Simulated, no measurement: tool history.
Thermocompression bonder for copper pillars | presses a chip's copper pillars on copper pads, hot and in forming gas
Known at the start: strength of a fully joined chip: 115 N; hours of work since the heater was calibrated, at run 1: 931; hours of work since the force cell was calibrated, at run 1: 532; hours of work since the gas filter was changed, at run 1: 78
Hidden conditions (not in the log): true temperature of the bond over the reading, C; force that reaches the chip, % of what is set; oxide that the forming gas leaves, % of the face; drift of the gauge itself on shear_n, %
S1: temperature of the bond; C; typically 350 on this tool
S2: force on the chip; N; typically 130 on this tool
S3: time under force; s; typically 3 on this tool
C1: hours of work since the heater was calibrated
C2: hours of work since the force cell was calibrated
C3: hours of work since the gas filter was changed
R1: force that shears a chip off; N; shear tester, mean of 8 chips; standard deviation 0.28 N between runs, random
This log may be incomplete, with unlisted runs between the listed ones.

{"run": 1, "day": 0.0, "S1": 350, "S2": 130, "S3": 3, "C1": 931, "C2": 532, "C3": 78, "R1": 57.7}
{"run": 2, "day": 1.088, "S1": 350, "S2": 130, "S3": 3, "C1": 951, "C2": 552, "C3": 98, "R1": 57.9}
{"run": 3, "day": 2.425, "S1": 350, "S2": 130, "S3": 3, "C1": 977, "C2": 577, "C3": 123, "R1": 57.3}
{"run": 4, "day": 3.9, "S1": 350, "S2": 130, "S3": 3, "C1": 1005, "C2": 605, "C3": 151, "R1": 57.6}
{"run": 5, "day": 5.3, "S1": 350, "S2": 149, "S3": 3, "C1": 1031, "C2": 632, "C3": 178, "R1": 65.2}
{"run": 6, "day": 6.058, "S1": 350, "S2": 149, "S3": 3, "C1": 1045, "C2": 646, "C3": 192, "R1": 65.0}
{"run": 7, "day": 7.225, "S1": 350, "S2": 149, "S3": 3, "C1": 1068, "C2": 668, "C3": 214, "R1": 64.9}
{"day": 7.75, "done": "forming gas filter changed"}
{"run": 8, "day": 8.554, "S1": 350, "S2": 149, "S3": 3, "C1": 1092, "C2": 693, "C3": 15, "R1": 64.8}
{"run": 9, "day": 9.621, "S1": 350, "S2": 163, "S3": 3, "C1": 1112, "C2": 713, "C3": 35, "R1": 69.9}
{"run": 10, "day": 10.825, "S1": 350, "S2": 163, "S3": 3, "C1": 1135, "C2": 736, "C3": 58, "R1": 69.7}
{"run": 11, "day": 11.471, "S1": 350, "S2": 163, "S3": 3, "C1": 1147, "C2": 748, "C3": 70, "R1": 70.0}
{"run": 12, "day": 12.575, "S1": 350, "S2": 163, "S3": 3, "C1": 1168, "C2": 769, "C3": 91, "R1": 70.1}
{"run": 13, "day": 13.975, "S1": 350, "S2": 130, "S3": 3, "C1": 1195, "C2": 795, "C3": 118, "R1": 56.5}
{"run": 14, "day": 14.712, "S1": 350, "S2": 130, "S3": 3, "C1": 1209, "C2": 809, "C3": 132, "R1": 56.8}
{"run": 15, "day": 15.446, "S1": 350, "S2": 130, "S3": 3, "C1": 1222, "C2": 823, "C3": 145, "R1": 56.5}
{"run": 16, "day": 16.762, "S1": 350, "S2": 130, "S3": 2, "C1": 1247, "C2": 848, "C3": 170, "R1": 48.6}
{"run": 17, "day": 17.421, "S1": 350, "S2": 130, "S3": 2, "C1": 1260, "C2": 860, "C3": 183, "R1": 48.7}
{"run": 18, "day": 18.15, "S1": 350, "S2": 112, "S3": 3, "C1": 1274, "C2": 874, "C3": 197, "R1": 48.3}
{"day": 19.038, "done": "gauge calibrated"}
{"run": 19, "day": 19.171, "S1": 350, "S2": 112, "S3": 3, "C1": 1293, "C2": 894, "C3": 216, "R1": 49.8}
{"day": 19.571, "done": "forming gas filter changed"}
{"run": 20, "day": 20.625, "S1": 350, "S2": 112, "S3": 3, "C1": 1320, "C2": 921, "C3": 20, "R1": 49.6}
{"run": 21, "day": 21.346, "S1": 350, "S2": 112, "S3": 3, "C1": 1334, "C2": 934, "C3": 34, "R1": 49.6}
{"run": 22, "day": 22.304, "S1": 350, "S2": 112, "S3": 3, "C1": 1352, "C2": 952, "C3": 52, "R1": 49.8}
{"run": 23, "day": 23.179, "S1": 350, "S2": 147, "S3": 6, "C1": 1368, "C2": 969, "C3": 68, "R1": 78.8}
{"run": 24, "day": 24.329, "S1": 350, "S2": 147, "S3": 6, "C1": 1390, "C2": 991, "C3": 90, "R1": 79.1}
{"run": 25, "day": 25.683, "S1": 350, "S2": 147, "S3": 6, "C1": 1416, "C2": 1016, "C3": 116, "R1": 79.2}
{"run": 26, "day": 26.817, "S1": 350, "S2": 130, "S3": 5, "C1": 1437, "C2": 1038, "C3": 137, "R1": 67.2}
{"run": 27, "day": 27.629, "S1": 377, "S2": 176, "S3": 2, "C1": 1452, "C2": 1053, "C3": 152, "R1": 83.0}
{"run": 28, "day": 28.983, "S1": 377, "S2": 176, "S3": 2, "C1": 1478, "C2": 1079, "C3": 178, "R1": 82.8}
{"run": 29, "day": 29.608, "S1": 377, "S2": 176, "S3": 2, "C1": 1490, "C2": 1090, "C3": 190, "R1": 82.0}
{"run": 30, "day": 30.496, "S1": 377, "S2": 176, "S3": 2, "C1": 1507, "C2": 1107, "C3": 207, "R1": 81.8}
{"day": 31.396, "done": "forming gas filter changed"}
{"run": 31, "day": 31.758, "S1": 332, "S2": 131, "S3": 8, "C1": 1530, "C2": 1131, "C3": 7, "R1": 65.2}
{"run": 32, "day": 32.892, "S1": 332, "S2": 131, "S3": 8, "C1": 1551, "C2": 1152, "C3": 28, "R1": 65.7}
{"run": 33, "day": 33.858, "S1": 337, "S2": 101, "S3": 2, "C1": 1570, "C2": 1170, "C3": 47, "R1": 31.0}
{"run": 34, "day": 34.792, "S1": 359, "S2": 135, "S3": 6, "C1": 1587, "C2": 1188, "C3": 64, "R1": 78.1}
{"run": 35, "day": 35.879, "S1": 359, "S2": 135, "S3": 6, "C1": 1608, "C2": 1209, "C3": 85, "R1": 77.5}
{"run": 36, "day": 36.696, "S1": 359, "S2": 135, "S3": 4, "C1": 1623, "C2": 1224, "C3": 100, "R1": 69.3}
{"day": 36.962, "done": "heater calibrated with a thermocouple chip"}
{"day": 37.633, "done": "gauge calibrated"}
{"run": 37, "day": 37.712, "S1": 350, "S2": 152, "S3": 3, "C1": 14, "C2": 1242, "C3": 118, "R1": 67.1}

Each row is a separate what-if for the run after 37, all from the same tool condition, not one after another. Results?
{"run": "A", "day": 38.758, "S1": 350, "S2": 130, "S3": 7, "C1": 34, "C2": 1261, "C3": 138, "R1": "?"}
{"run": "B", "day": 38.758, "S1": 350, "S2": 130, "S3": 2, "C1": 34, "C2": 1261, "C3": 138, "R1": "?"}
{"run": "C", "day": 38.758, "S1": 350, "S2": 99, "S3": 2, "C1": 34, "C2": 1261, "C3": 138, "R1": "?"}
{"run": "D", "day": 38.758, "S1": 376, "S2": 115, "S3": 2, "C1": 34, "C2": 1261, "C3": 138, "R1": "?"}
{"run": "E", "day": 38.758, "S1": 338, "S2": 133, "S3": 6, "C1": 34, "C2": 1261, "C3": 138, "R1": "?"}

run=A R1=75.2
run=B R1=49.8
run=C R1=37.1
run=D R1=58.5
run=E R1=66.0
Had the tool no hidden state, the same runs would have come out as:
run=A R1=75.4
run=B R1=49.9
run=C R1=37.1
run=D R1=58.6
run=E R1=66.2

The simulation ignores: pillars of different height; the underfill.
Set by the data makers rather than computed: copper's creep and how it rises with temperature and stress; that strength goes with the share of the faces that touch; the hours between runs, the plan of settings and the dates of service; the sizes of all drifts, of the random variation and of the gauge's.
